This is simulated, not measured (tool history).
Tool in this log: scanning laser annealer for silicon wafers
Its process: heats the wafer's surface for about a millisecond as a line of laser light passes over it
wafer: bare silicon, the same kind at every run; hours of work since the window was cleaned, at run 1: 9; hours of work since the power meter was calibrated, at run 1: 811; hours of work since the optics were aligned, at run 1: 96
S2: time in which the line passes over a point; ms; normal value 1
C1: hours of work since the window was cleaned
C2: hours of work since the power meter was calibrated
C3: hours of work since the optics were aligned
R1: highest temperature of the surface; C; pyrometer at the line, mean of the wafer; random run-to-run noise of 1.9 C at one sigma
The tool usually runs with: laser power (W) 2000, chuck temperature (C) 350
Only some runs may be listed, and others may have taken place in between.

{"run": 1, "hour": 0.0, "laser power (W)": 2000, "S2": 1, "chuck temperature (C)": 350, "C1": 9, "C2": 811, "C3": 96, "R1": 1154}
{"run": 2, "hour": 27.3, "laser power (W)": 2000, "S2": 1, "chuck temperature (C)": 350, "C1": 31, "C2": 833, "C3": 118, "R1": 1152}
{"run": 3, "hour": 64.4, "laser power (W)": 2000, "S2": 1, "chuck temperature (C)": 350, "C1": 61, "C2": 863, "C3": 148, "R1": 1150}
{"run": 4, "hour": 86.9, "laser power (W)": 2000, "S2": 1, "chuck temperature (C)": 350, "C1": 79, "C2": 880, "C3": 166, "R1": 1147}
{"run": 5, "hour": 106.4, "laser power (W)": 2000, "S2": 1, "chuck temperature (C)": 350, "C1": 94, "C2": 896, "C3": 181, "R1": 1148}
{"run": 6, "hour": 125.8, "laser power (W)": 2000, "S2": 1, "chuck temperature (C)": 350, "C1": 110, "C2": 911, "C3": 197, "R1": 1146}
{"run": 7, "hour": 166.6, "laser power (W)": 2000, "S2": 0.79, "chuck temperature (C)": 350, "C1": 142, "C2": 944, "C3": 229, "R1": 1057}
{"run": 8, "hour": 191.7, "laser power (W)": 2000, "S2": 1.11, "chuck temperature (C)": 350, "C1": 162, "C2": 964, "C3": 249, "R1": 1181}
{"run": 9, "hour": 218.9, "laser power (W)": 2000, "S2": 1.11, "chuck temperature (C)": 350, "C1": 184, "C2": 986, "C3": 271, "R1": 1182}
{"run": 10, "hour": 241.9, "laser power (W)": 2000, "S2": 1, "chuck temperature (C)": 355, "C1": 202, "C2": 1004, "C3": 289, "R1": 1143}
{"run": 11, "hour": 262.2, "laser power (W)": 2000, "S2": 1, "chuck temperature (C)": 355, "C1": 218, "C2": 1020, "C3": 305, "R1": 1141}
{"run": 12, "hour": 306.2, "laser power (W)": 2000, "S2": 0.72, "chuck temperature (C)": 350, "C1": 253, "C2": 1055, "C3": 340, "R1": 1028}
{"run": 13, "hour": 333.7, "laser power (W)": 2000, "S2": 0.72, "chuck temperature (C)": 350, "C1": 275, "C2": 1077, "C3": 362, "R1": 1024}
{"run": 14, "hour": 351.7, "laser power (W)": 2000, "S2": 1, "chuck temperature (C)": 313, "C1": 290, "C2": 1091, "C3": 377, "R1": 1100}
{"run": 15, "hour": 388.3, "laser power (W)": 2000, "S2": 1, "chuck temperature (C)": 313, "C1": 319, "C2": 1121, "C3": 406, "R1": 1096}
{"run": 16, "hour": 414.9, "laser power (W)": 2000, "S2": 1, "chuck temperature (C)": 313, "C1": 340, "C2": 1142, "C3": 427, "R1": 1096}
{"run": 17, "hour": 440.5, "laser power (W)": 2000, "S2": 1, "chuck temperature (C)": 313, "C1": 360, "C2": 1162, "C3": 447, "R1": 1092}
{"run": 18, "hour": 482.5, "laser power (W)": 2000, "S2": 1.21, "chuck temperature (C)": 350, "C1": 394, "C2": 1196, "C3": 481, "R1": 1202}
{"run": 19, "hour": 508.2, "laser power (W)": 2000, "S2": 0.84, "chuck temperature (C)": 350, "C1": 414, "C2": 1216, "C3": 501, "R1": 1068}
{"run": 20, "hour": 540.8, "laser power (W)": 2000, "S2": 0.84, "chuck temperature (C)": 350, "C1": 440, "C2": 1242, "C3": 527, "R1": 1062}
{"run": 21, "hour": 576.0, "laser power (W)": 1742, "S2": 0.91, "chuck temperature (C)": 359, "C1": 468, "C2": 1270, "C3": 555, "R1": 978}
{"run": 22, "hour": 602.2, "laser power (W)": 1742, "S2": 0.91, "chuck temperature (C)": 359, "C1": 489, "C2": 1291, "C3": 576, "R1": 978}
{"run": 23, "hour": 636.6, "laser power (W)": 1780, "S2": 1, "chuck temperature (C)": 370, "C1": 517, "C2": 1318, "C3": 604, "R1": 1033}
{"run": 24, "hour": 677.6, "laser power (W)": 2195, "S2": 0.72, "chuck temperature (C)": 346, "C1": 549, "C2": 1351, "C3": 636, "R1": 1088}
{"run": 25, "hour": 704.7, "laser power (W)": 2195, "S2": 0.72, "chuck temperature (C)": 346, "C1": 571, "C2": 1373, "C3": 658, "R1": 1090}
{"run": 26, "hour": 726.0, "laser power (W)": 2079, "S2": 1.06, "chuck temperature (C)": 350, "C1": 588, "C2": 1390, "C3": 675, "R1": 1174}
{"run": 27, "hour": 752.6, "laser power (W)": 1712, "S2": 1.11, "chuck temperature (C)": 373, "C1": 609, "C2": 1411, "C3": 696, "R1": 1027}
{"run": 28, "hour": 790.2, "laser power (W)": 2000, "S2": 1.14, "chuck temperature (C)": 350, "C1": 639, "C2": 1441, "C3": 726, "R1": 1161}
{"run": 29, "hour": 819.4, "laser power (W)": 2000, "S2": 0.77, "chuck temperature (C)": 330, "C1": 662, "C2": 1464, "C3": 749, "R1": 1005}
{"run": 30, "hour": 862.6, "laser power (W)": 2000, "S2": 0.77, "chuck temperature (C)": 330, "C1": 697, "C2": 1498, "C3": 784, "R1": 1000}
{"run": 31, "hour": 882.9, "laser power (W)": 2000, "S2": 1.17, "chuck temperature (C)": 350, "C1": 713, "C2": 1515, "C3": 800, "R1": 1164}
{"run": 32, "hour": 907.3, "laser power (W)": 1840, "S2": 0.87, "chuck temperature (C)": 350, "C1": 732, "C2": 1534, "C3": 819, "R1": 985}
{"run": 33, "hour": 948.1, "laser power (W)": 2087, "S2": 1, "chuck temperature (C)": 350, "C1": 765, "C2": 1567, "C3": 852, "R1": 1150}

Branching from run 33: 5 alternative next runs. What would each branch give?
{"run": "A", "hour": 986.9, "laser power (W)": 2013, "S2": 0.79, "chuck temperature (C)": 350, "C1": 796, "C2": 1597, "C3": 883, "R1": "?"}
{"run": "B", "hour": 986.9, "laser power (W)": 2087, "S2": 1.19, "chuck temperature (C)": 373, "C1": 796, "C2": 1597, "C3": 883, "R1": "?"}
{"run": "C", "hour": 986.9, "laser power (W)": 2014, "S2": 1.06, "chuck temperature (C)": 340, "C1": 796, "C2": 1597, "C3": 883, "R1": "?"}
{"run": "D", "hour": 986.9, "laser power (W)": 2058, "S2": 1, "chuck temperature (C)": 350, "C1": 796, "C2": 1597, "C3": 883, "R1": "?"}
{"run": "E", "hour": 986.9, "laser power (W)": 2000, "S2": 0.79, "chuck temperature (C)": 382, "C1": 796, "C2": 1597, "C3": 883, "R1": "?"}

run=A R1=1031
run=B R1=1233
run=C R1=1119
run=D R1=1134
run=E R1=1055
Take away the tool's hidden state, keep each run's random variation, and the runs would have read:
run=A R1=1087
run=B R1=1303
run=C R1=1182
run=D R1=1198
run=E R1=1109

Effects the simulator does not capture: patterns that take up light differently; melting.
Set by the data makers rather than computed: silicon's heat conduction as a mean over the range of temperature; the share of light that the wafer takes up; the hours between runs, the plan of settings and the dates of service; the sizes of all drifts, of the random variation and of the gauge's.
